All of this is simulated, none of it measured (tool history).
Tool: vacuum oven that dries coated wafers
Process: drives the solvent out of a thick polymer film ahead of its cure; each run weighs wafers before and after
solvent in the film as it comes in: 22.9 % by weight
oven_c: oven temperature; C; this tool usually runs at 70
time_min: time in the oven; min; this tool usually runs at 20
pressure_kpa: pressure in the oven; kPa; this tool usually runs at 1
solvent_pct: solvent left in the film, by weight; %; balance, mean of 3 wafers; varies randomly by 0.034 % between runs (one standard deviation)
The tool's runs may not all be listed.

run    hour  oven_c  time_min  pressure_kpa  solvent_pct
  1       0      70        20             1         2.42
  2    30.9      70        20             1         2.39
  3    49.5      70        20             1         2.41
  4    65.9      70        20             1         2.48
  5      85      72        20             1         2.02
  6   112.8      70        20          2.73         4.03
  7   127.2      70        20          2.73            4
  8   144.7      70        20          2.73         4.08
  9   174.1      56        20             1         7.71
 10     205      70        16             1         3.25
 11   234.6      70        16             1         3.27
 12   254.9      70        16             1          3.3
 13   272.5      70        20             1         2.42
 14   299.2      70        20             1         2.43
 15     334      70        20             1         2.42
 16   368.7      70        20             1         2.48
 17   396.7      70        20           0.6         2.03
 18   424.5      70        20           0.6         2.02
 19   458.5      70        13           0.6         3.95
 20     475      70        20          1.38         2.75
 21   491.4      70        20          1.38         2.75
 22   509.8      72        20             1            2
      524.3  -- vacuum gauge cleaned of residue and calibrated
 23   538.1      70        15             1         3.27
 24   568.5      61        18          2.15         7.06
 25   595.6      61        18          2.15         7.04
 26   623.1      61        24          3.39         7.09
 27   651.7      57        11          2.86        12.23
 28   679.2      68        12          1.37         5.58
 29   713.7      58        21             1            6
 30   746.3      60        21             1         5.13
 31   767.3      58        10          0.96        10.56
 32   788.9      83        23           2.3         1.36
 33   811.5      75        14          0.59         1.88
 34   840.8      70        22          1.98         2.78
 35   859.4      70        10          2.85            7
 36   893.9      58        23          2.85         7.91
 37   912.2      71        20          2.52         3.26
 38   933.7      71        18          2.52          3.6
 39   953.9      63        20          1.25          4.5
 40   985.5      66        21          2.29          4.4
 41  1013.7      66        21          2.29         4.42
 42  1029.2      78        20          1.63          1.4
 43  1064.4      74        29             1         0.97
 44  1089.3      84        20             1          0.6
 45  1118.1      59        28          0.64         3.51
 46  1142.9      66        26          2.85         4.33

Consider 3 possible next runs. They are alternatives, not a sequence: every one starts from the tool as it was left by run 46. What does each give?
  A  1172      68        20          1.08            ?
  B  1172      62        33           1.8            ?
  C  1172      67        20             1            ?

run  solvent_pct
  A         2.68
  B         3.51
  C         2.85
Without the tool's hidden state the same runs would have given:
run  solvent_pct
  A            3
  B         3.82
  C          3.2

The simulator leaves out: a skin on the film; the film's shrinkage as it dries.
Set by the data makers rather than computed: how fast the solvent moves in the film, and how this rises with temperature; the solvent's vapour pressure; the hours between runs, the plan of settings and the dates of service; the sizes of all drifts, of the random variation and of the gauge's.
